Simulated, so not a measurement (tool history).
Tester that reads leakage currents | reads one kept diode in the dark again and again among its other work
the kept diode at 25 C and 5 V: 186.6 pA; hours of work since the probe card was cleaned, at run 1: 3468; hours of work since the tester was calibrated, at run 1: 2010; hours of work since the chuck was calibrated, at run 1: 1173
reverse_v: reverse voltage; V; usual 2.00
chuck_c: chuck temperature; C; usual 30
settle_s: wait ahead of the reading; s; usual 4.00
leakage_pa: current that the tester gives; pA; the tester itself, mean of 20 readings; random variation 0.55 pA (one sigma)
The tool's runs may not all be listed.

| run | hour | reverse_v | chuck_c | settle_s | hours of work since the probe card was cleaned | hours of work since the tester was calibrated | hours of work since the chuck was calibrated | leakage_pa |
|---|---|---|---|---|---|---|---|---|
| 1 | 0.0 | 2.00 | 30 | 4.00 | 3468 | 2010 | 1173 | 198.85 |
| 2 | 85.6 | 2.00 | 30 | 1.04 | 3532 | 2075 | 1237 | 201.32 |
|  | 196.1 | probe card cleaned and baked |
| 3 | 200.4 | 2.00 | 30 | 4.00 | 3 | 2158 | 1321 | 201.23 |
| 4 | 308.3 | 2.00 | 30 | 4.00 | 84 | 2240 | 1402 | 201.36 |
| 5 | 432.8 | 2.00 | 30 | 4.00 | 178 | 2333 | 1496 | 203.14 |
| 6 | 550.9 | 2.00 | 30 | 4.00 | 267 | 2422 | 1585 | 204.78 |
| 7 | 624.0 | 2.00 | 30 | 1.70 | 322 | 2477 | 1640 | 207.01 |
|  | 650.4 | tester calibrated |
| 8 | 755.0 | 2.00 | 30 | 0.66 | 419 | 79 | 1737 | 207.76 |
| 9 | 851.2 | 2.00 | 30 | 0.66 | 491 | 151 | 1809 | 208.59 |
| 10 | 955.3 | 2.00 | 30 | 0.66 | 569 | 229 | 1887 | 210.43 |
|  | 977.9 | chuck's temperature calibrated |
| 11 | 1055.7 | 2.00 | 30 | 4.00 | 643 | 303 | 59 | 181.00 |
|  | 1079.6 | tester calibrated, once more |
| 12 | 1166.6 | 2.00 | 30 | 4.00 | 725 | 65 | 140 | 184.69 |
| 13 | 1233.5 | 2.00 | 30 | 4.00 | 775 | 116 | 191 | 184.16 |
| 14 | 1336.4 | 2.00 | 30 | 4.00 | 852 | 193 | 268 | 185.87 |
| 15 | 1446.9 | 2.00 | 30 | 4.00 | 935 | 276 | 351 | 188.23 |
| 16 | 1524.4 | 2.00 | 30 | 4.00 | 994 | 334 | 409 | 187.27 |
| 17 | 1612.4 | 2.00 | 53 | 4.00 | 1060 | 400 | 475 | 987.73 |
| 18 | 1691.7 | 2.00 | 53 | 4.00 | 1119 | 460 | 535 | 992.00 |
| 19 | 1808.8 | 2.00 | 53 | 4.00 | 1207 | 548 | 623 | 998.39 |
| 20 | 1938.3 | 2.00 | 53 | 4.00 | 1305 | 645 | 720 | 1002.45 |
| 21 | 2024.4 | 2.00 | 53 | 4.00 | 1369 | 710 | 785 | 1013.50 |
| 22 | 2155.7 | 5.48 | 45 | 0.65 | 1468 | 809 | 884 | 938.71 |
| 23 | 2227.2 | 8.10 | 45 | 4.00 | 1522 | 862 | 937 | 1130.32 |
| 24 | 2355.0 | 3.75 | 32 | 4.00 | 1618 | 958 | 1033 | 307.38 |
| 25 | 2485.5 | 2.00 | 30 | 2.36 | 1716 | 1056 | 1131 | 198.61 |
| 26 | 2555.7 | 2.00 | 41 | 2.36 | 1769 | 1109 | 1184 | 450.22 |
| 27 | 2628.2 | 2.00 | 41 | 2.36 | 1823 | 1164 | 1239 | 453.50 |
| 28 | 2700.5 | 10.70 | 51 | 9.90 | 1877 | 1218 | 1293 | 1982.37 |
| 29 | 2796.5 | 9.96 | 28 | 0.62 | 1950 | 1290 | 1365 | 369.77 |
| 30 | 2927.7 | 2.53 | 30 | 0.64 | 2048 | 1389 | 1464 | 227.69 |
| 31 | 3012.8 | 2.53 | 30 | 0.64 | 2112 | 1453 | 1528 | 230.00 |
| 32 | 3082.3 | 7.46 | 30 | 2.19 | 2164 | 1505 | 1580 | 378.51 |
| 33 | 3154.4 | 18.59 | 35 | 4.32 | 2218 | 1559 | 1634 | 847.11 |
| 34 | 3273.9 | 4.60 | 30 | 0.43 | 2308 | 1649 | 1724 | 306.57 |
| 35 | 3358.8 | 8.16 | 56 | 0.30 | 2372 | 1713 | 1788 | 2514.70 |
| 36 | 3491.5 | 8.16 | 36 | 0.30 | 2472 | 1812 | 1887 | 645.70 |
|  | 3515.0 | chuck's temperature calibrated |
| 37 | 3608.7 | 5.00 | 23 | 4.00 | 2558 | 1899 | 70 | 162.37 |
| 38 | 3676.5 | 5.00 | 23 | 4.00 | 2609 | 1950 | 121 | 163.68 |
| 39 | 3739.3 | 10.38 | 37 | 1.46 | 2656 | 1997 | 169 | 678.35 |

3 ways to go on from here, each from the tool as it stands after run 39. What would each give?
| A | 3863.6 | 1.17 | 37 | 1.46 | 2750 | 2090 | 262 | ? |
| B | 3863.6 | 6.16 | 29 | 4.00 | 2750 | 2090 | 262 | ? |
| C | 3863.6 | 1.52 | 37 | 1.46 | 2750 | 2090 | 262 | ? |

| run | leakage_pa |
|---|---|
| A | 247.15 |
| B | 292.78 |
| C | 278.63 |
Without the tool's hidden state the same runs would have given:
| run | leakage_pa |
|---|---|
| A | 241.46 |
| B | 283.84 |
| C | 272.15 |
